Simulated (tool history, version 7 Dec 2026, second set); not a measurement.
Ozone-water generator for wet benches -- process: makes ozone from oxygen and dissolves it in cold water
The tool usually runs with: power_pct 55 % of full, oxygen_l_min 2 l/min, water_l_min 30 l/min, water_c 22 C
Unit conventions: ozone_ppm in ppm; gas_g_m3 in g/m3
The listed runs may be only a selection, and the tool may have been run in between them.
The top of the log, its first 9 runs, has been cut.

run    hour  power_pct  oxygen_l_min  water_l_min  water_c  ozone_ppm  gas_g_m3
 10    1427         55           2.3           30       22        6.5     140.9
 11  1647.6         55           2.3           30       22        6.8     138.9
 12  1814.9         55           2.3           30       22        6.8     139.2
 13  1973.4         55           2.3           30       22        6.9       140
 14  2144.4         55           2.3           30       22        6.7     138.4
 15  2330.2         55           2.3           30       22        6.8     139.3
 16  2461.5         55          1.12           30       22        4.7     173.3
 17  2607.6         55          1.12           30       22        4.7     172.7
 18  2711.5         55          2.03           25       22        7.5       144
 19  2870.9         55          2.03           25       22        7.4     143.5
 20  3033.8         55          2.03           25       22        7.4     145.3
 21  3135.8         51          1.06           25       15        5.4     167.7
 22    3309         57          1.99           22       15        9.3       150
 23  3483.2         57          1.51           21       14        8.4     161.3
 24  3681.8         57          1.51           21       14        8.4       163
 25  3775.7         57          1.51           21       14        8.3     163.3
     3906.2  -- water thermometer calibrated
 26  3993.4         57          1.51           21       14        8.2     161.8
 27  4182.5         57          1.51           21       14        8.4     163.5
 28  4353.2         55          1.74           30       22        5.7     151.9
 29  4550.1         55             2           30       20        6.4     146.3
 30    4744         55             2           30       20        6.4     146.1
 31  4874.6         55             2           30       20        6.4     145.8
 32  5049.6         82             2           31       22        8.2     197.6
 33  5163.1         83             2           30       22        8.6     198.9

Forecast each of these 4 alternatives for the next run:
  A  5301.1         83             2           40       22          ?         ?
  B  5301.1         71             2           19       14          ?         ?
  C  5301.1         83          2.25           30       22          ?         ?
  D  5301.1         43             2           39       22          ?         ?

run  ozone_ppm  gas_g_m3
  A        6.3     199.4
  B       12.6     177.2
  C          9     192.6
  D        3.9     119.6
With the hidden condition removed and each run's random variation left untouched, the same runs would have given:
run  ozone_ppm  gas_g_m3
  A        6.3     199.9
  B       12.6     177.5
  C          9     193.1
  D        3.9     119.7
